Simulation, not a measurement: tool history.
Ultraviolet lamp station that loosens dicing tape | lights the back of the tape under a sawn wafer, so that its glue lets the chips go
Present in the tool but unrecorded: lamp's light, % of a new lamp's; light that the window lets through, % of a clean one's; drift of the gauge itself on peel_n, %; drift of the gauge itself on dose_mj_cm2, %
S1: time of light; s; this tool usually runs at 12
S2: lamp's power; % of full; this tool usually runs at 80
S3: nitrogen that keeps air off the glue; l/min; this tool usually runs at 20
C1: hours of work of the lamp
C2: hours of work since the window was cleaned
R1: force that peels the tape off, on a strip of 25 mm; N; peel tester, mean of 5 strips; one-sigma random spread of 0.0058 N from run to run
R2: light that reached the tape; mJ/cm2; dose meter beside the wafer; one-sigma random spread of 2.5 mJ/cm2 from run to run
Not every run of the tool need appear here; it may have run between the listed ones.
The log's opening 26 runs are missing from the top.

run,hour,S1,S2,S3,C1,C2,R1,R2
27,388,17,90,17,485,48,0.088,403
28,399.2,12,67,9,490,53,0.738,213
29,415.5,12,67,9,496,60,0.747,216
30,429.9,8,60,34,502,65,0.794,128
31,445.1,20,87,13,509,72,0.097,460
32,458.4,13,72,20,514,77,0.231,246
33,473.5,9,75,20,520,83,0.526,181
34,484,12,65,20,524,88,0.374,206
35,502.6,12,65,20,532,95,0.379,205
36,511.7,15,65,20,536,99,0.219,256
37,526.9,15,65,20,542,105,0.209,253
38,537.5,15,65,20,546,109,0.197,256
39,549.9,12,80,7,551,114,0.637,254
40,561.8,9,77,37,556,119,0.319,180
41,581.2,12,80,13,564,127,0.347,253
42,595.3,12,80,18,570,133,0.248,249
43,606,12,90,18,574,137,0.186,280

3 options for the next run, each taken on its own from the tool as it stands now. Forecast them:
A,626.3,6,64,9,582,146,?,?
B,626.3,12,62,18,582,146,?,?
C,626.3,10,77,15,582,146,?,?

run,R1,R2
A,3.02,99
B,0.495,194
C,0.565,199
Without the tool's hidden state the same runs would have given:
run,R1,R2
A,2.476,114
B,0.327,226
C,0.378,232
